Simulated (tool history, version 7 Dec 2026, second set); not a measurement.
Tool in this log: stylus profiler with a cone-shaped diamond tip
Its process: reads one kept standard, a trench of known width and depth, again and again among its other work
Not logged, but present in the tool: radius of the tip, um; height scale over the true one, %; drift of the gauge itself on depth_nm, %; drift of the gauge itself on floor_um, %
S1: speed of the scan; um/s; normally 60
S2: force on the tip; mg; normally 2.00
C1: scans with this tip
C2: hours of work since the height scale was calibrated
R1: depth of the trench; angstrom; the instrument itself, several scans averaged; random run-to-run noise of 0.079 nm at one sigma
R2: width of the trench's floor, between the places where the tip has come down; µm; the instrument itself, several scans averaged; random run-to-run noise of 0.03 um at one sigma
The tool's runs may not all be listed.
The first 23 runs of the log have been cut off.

Run 24, hour 1693.1: usual settings but S1 89 um/s, S2 1.18 mg; C1 6992; C2 1194. Result: R1 2007.8 angstrom, R2 17.28 µm.
Run 25, hour 1767.5: usual settings but S1 89 um/s, S2 1.18 mg; C1 7201; C2 1229. Result: R1 2008.7 angstrom, R2 17.21 µm.
Run 26, hour 1844.0: usual settings but S1 89 um/s, S2 0.75 mg; C1 7417; C2 1266. Result: R1 2004.5 angstrom, R2 17.10 µm.
Run 27, hour 1922.4: usual settings but S1 30 um/s, S2 0.87 mg; C1 7638; C2 1304. Result: R1 2004.5 angstrom, R2 17.52 µm.
Run 28, hour 1995.5: usual settings but S1 30 um/s, S2 0.87 mg; C1 7845; C2 1339. Result: R1 2005.2 angstrom, R2 17.44 µm.
Run 29, hour 2050.2: usual settings but S1 30 um/s, S2 0.87 mg; C1 7999; C2 1366. Result: R1 2005.2 angstrom, R2 17.47 µm.
Run 30, hour 2122.0: usual settings but S1 30 um/s, S2 0.87 mg; C1 8201; C2 1400. Result: R1 2003.6 angstrom, R2 17.45 µm.
Run 31, hour 2170.6: usual settings but S1 37 um/s; C1 8338; C2 1424. Result: R1 2014.1 angstrom, R2 17.45 µm.
Run 32, hour 2266.4: usual settings but S1 97 um/s, S2 4.31 mg; C1 8609; C2 1470. Result: R1 2029.0 angstrom, R2 17.31 µm.
At hour 2324.9: height scale calibrated on a step standard.
Run 33, hour 2327.6: usual settings but S1 27 um/s, S2 1.61 mg; C1 8780; C2 1. Result: R1 2019.0 angstrom, R2 17.48 µm.
Run 34, hour 2378.3: usual settings but S1 88 um/s, S2 0.69 mg; C1 8923; C2 26. Result: R1 2010.1 angstrom, R2 16.96 µm.
Run 35, hour 2421.3: usual settings but S1 32 um/s, S2 1.26 mg; C1 9044; C2 46. Result: R1 2015.4 angstrom, R2 17.40 µm.
Run 36, hour 2461.4: usual settings but S1 32 um/s, S2 1.26 mg; C1 9157; C2 66. Result: R1 2017.0 angstrom, R2 17.41 µm.
Run 37, hour 2533.4: usual settings but S1 99 um/s, S2 5.68 mg; C1 9360; C2 100. Result: R1 2043.3 angstrom, R2 17.35 µm.
Run 38, hour 2579.2: usual settings but S1 99 um/s, S2 5.68 mg; C1 9489; C2 122. Result: R1 2043.1 angstrom, R2 17.33 µm.
Run 39, hour 2637.5: usual settings but S1 22 um/s, S2 1.80 mg; C1 9654; C2 150. Result: R1 2021.2 angstrom, R2 17.47 µm.
Run 40, hour 2704.6: usual settings but S1 53 um/s, S2 2.88 mg; C1 9843; C2 183. Result: R1 2027.7 angstrom, R2 17.37 µm.
Run 41, hour 2799.2: usual settings but S1 53 um/s, S2 2.88 mg; C1 10110; C2 228. Result: R1 2025.6 angstrom, R2 17.34 µm.
Run 42, hour 2862.0: usual settings but S1 162 um/s, S2 5.14 mg; C1 10287; C2 259. Result: R1 2040.3 angstrom, R2 17.14 µm.
Run 43, hour 2921.2: usual settings but S1 162 um/s, S2 5.14 mg; C1 10454; C2 287. Result: R1 2039.6 angstrom, R2 17.13 µm.
Run 44, hour 2999.8: usual settings but S1 162 um/s, S2 5.14 mg; C1 10676; C2 325. Result: R1 2037.9 angstrom, R2 17.09 µm.
Run 45, hour 3040.5: usual settings but S1 66 um/s, S2 1.39 mg; C1 10791; C2 345. Result: R1 2015.8 angstrom, R2 17.20 µm.

Consider 3 possible next runs. They are alternatives, not a sequence: every one starts from the tool as it was left by run 45. What does each give?
Run A, hour 3091.9: usual settings but S1 168 um/s, S2 4.27 mg; C1 10936; C2 369. Result: R1 ?, R2 ?.
Run B, hour 3091.9: usual settings but S1 111 um/s, S2 1.12 mg; C1 10936; C2 369. Result: R1 ?, R2 ?.
Run C, hour 3091.9: usual settings but S1 142 um/s, S2 0.71 mg; C1 10936; C2 369. Result: R1 ?, R2 ?.

run      R1     R2
  A  2034.3  17.03
  B  2012.1  16.98
  C  2009.9  16.52
What these runs would have given with no unlogged condition in the tool:
run      R1     R2
  A  2035.9  17.58
  B  2013.7  17.53
  C  2011.5  17.07

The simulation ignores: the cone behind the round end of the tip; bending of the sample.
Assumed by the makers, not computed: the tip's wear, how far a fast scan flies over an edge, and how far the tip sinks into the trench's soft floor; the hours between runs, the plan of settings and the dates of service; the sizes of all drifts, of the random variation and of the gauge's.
